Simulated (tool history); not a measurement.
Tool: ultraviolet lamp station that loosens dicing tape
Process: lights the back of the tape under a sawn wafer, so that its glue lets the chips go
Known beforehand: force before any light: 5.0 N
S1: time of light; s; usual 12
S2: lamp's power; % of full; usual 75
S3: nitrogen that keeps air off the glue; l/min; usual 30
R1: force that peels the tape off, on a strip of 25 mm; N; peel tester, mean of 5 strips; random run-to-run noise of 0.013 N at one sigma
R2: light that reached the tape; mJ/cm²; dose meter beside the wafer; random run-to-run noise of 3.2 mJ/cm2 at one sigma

run 1 hour=0 | S1=12 S2=75 S3=30 | R1=0.906 R2=382
run 2 hour=70.3 | S1=12 S2=75 S3=20 | R1=1.069 R2=376
run 3 hour=158.1 | S1=12 S2=86 S3=30 | R1=0.767 R2=421
run 4 hour=200.1 | S1=12 S2=75 S3=30 | R1=0.964 R2=373
run 5 hour=253.7 | S1=12 S2=75 S3=30 | R1=0.974 R2=360
run 6 hour=308.1 | S1=12 S2=75 S3=30 | R1=0.951 R2=357
run 7 hour=357.2 | S1=12 S2=75 S3=30 | R1=1.019 R2=350
run 8 hour=405.3 | S1=12 S2=75 S3=40 | R1=0.92 R2=352
run 9 hour=451.8 | S1=13 S2=75 S3=30 | R1=0.94 R2=373
run 10 hour=499.3 | S1=13 S2=75 S3=19 | R1=1.143 R2=375
run 11 hour=546.5 | S1=20 S2=100 S3=11 | R1=0.492 R2=754
run 12 hour=600 | S1=13 S2=97 S3=19 | R1=0.782 R2=468
run 13 hour=680.5 | S1=7 S2=76 S3=21 | R1=2.202 R2=197
run 14 hour=733.5 | S1=12 S2=74 S3=27 | R1=1.183 R2=316
run 15 hour=784.4 | S1=12 S2=96 S3=14 | R1=1.135 R2=414
run 16 hour=823.3 | S1=12 S2=96 S3=14 | R1=1.134 R2=409
run 17 hour=893 | S1=9 S2=100 S3=12 | R1=1.683 R2=316
run 18 hour=937.4 | S1=9 S2=69 S3=24 | R1=1.911 R2=217
run 19 hour=993.6 | S1=18 S2=64 S3=18 | R1=1.044 R2=389
run 20 hour=1055.2 | S1=7 S2=67 S3=13 | R1=2.729 R2=156

Each row is a separate what-if for the run after 20, all from the same tool condition, not one after another. Results?
run A hour=1128.2 | S1=22 S2=75 S3=23 | R1=? R2=?
run B hour=1128.2 | S1=11 S2=67 S3=13 | R1=? R2=?
run C hour=1128.2 | S1=13 S2=75 S3=30 | R1=? R2=?
run D hour=1128.2 | S1=23 S2=66 S3=17 | R1=? R2=?

run=A R1=0.579 R2=548
run=B R1=2.098 R2=244
run=C R1=1.14 R2=324
run=D R1=0.748 R2=499
Take away the tool's hidden state, keep each run's random variation, and the runs would have read:
run=A R1=0.255 R2=922
run=B R1=1.189 R2=411
run=C R1=0.505 R2=545
run=D R1=0.311 R2=842

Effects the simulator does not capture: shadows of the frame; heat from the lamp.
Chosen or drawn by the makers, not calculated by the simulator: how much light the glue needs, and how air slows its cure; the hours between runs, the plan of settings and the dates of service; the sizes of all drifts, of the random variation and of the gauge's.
